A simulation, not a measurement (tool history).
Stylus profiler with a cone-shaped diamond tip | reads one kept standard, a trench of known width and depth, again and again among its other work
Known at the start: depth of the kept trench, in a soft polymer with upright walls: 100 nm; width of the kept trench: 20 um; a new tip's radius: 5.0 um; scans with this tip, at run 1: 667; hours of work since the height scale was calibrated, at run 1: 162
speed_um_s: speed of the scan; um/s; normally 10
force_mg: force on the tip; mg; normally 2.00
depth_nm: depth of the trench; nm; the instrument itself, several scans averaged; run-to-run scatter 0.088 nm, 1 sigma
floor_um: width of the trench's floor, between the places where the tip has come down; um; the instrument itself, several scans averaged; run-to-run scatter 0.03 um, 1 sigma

run	hour	speed_um_s	force_mg	scans with this tip	hours of work since the height scale was calibrated	depth_nm	floor_um
1	0.0	10	2.00	667	162	101.20	17.87
2	13.5	10	1.16	697	169	100.80	17.86
3	23.8	10	2.00	719	175	101.24	17.84
4	39.5	10	3.70	754	183	101.78	17.90
5	55.6	10	2.00	789	192	101.20	17.82
6	70.0	10	2.00	821	199	101.21	17.87
7	78.9	10	2.00	840	204	101.06	17.89
8	91.5	10	2.00	868	211	101.26	17.87
9	109.9	10	2.00	908	221	101.17	17.90
10	120.2	10	4.67	931	226	102.12	17.85
11	136.6	10	4.67	967	235	102.16	17.90
# hour 137.9: height scale calibrated on a step standard
12	145.4	10	4.67	985	4	102.07	17.88
13	153.3	10	4.67	1003	8	102.23	17.88
14	170.9	5	2.13	1041	18	101.28	17.87
15	188.2	5	2.13	1079	27	101.36	17.89
# hour 196.1: height scale calibrated on a step standard, once more
16	197.0	3	3.59	1097	0	101.60	17.88
17	213.9	3	5.50	1134	9	102.38	17.87

Each row is a separate what-if for the run after 17, all from the same tool condition, not one after another. Results?
A	232.5	24	0.95	1175	19	?	?
B	232.5	2	2.14	1175	19	?	?
C	232.5	3	2.88	1175	19	?	?
D	232.5	22	5.99	1175	19	?	?
E	232.5	10	5.50	1175	19	?	?

run	depth_nm	floor_um
A	100.70	17.65
B	101.16	17.83
C	101.40	17.86
D	102.22	17.85
E	102.18	17.86
The same runs, with their run-to-run variation unchanged, on a tool lacking any hidden condition would have given:
run	depth_nm	floor_um
A	100.68	17.75
B	101.14	17.94
C	101.38	17.96
D	102.20	17.95
E	102.16	17.97

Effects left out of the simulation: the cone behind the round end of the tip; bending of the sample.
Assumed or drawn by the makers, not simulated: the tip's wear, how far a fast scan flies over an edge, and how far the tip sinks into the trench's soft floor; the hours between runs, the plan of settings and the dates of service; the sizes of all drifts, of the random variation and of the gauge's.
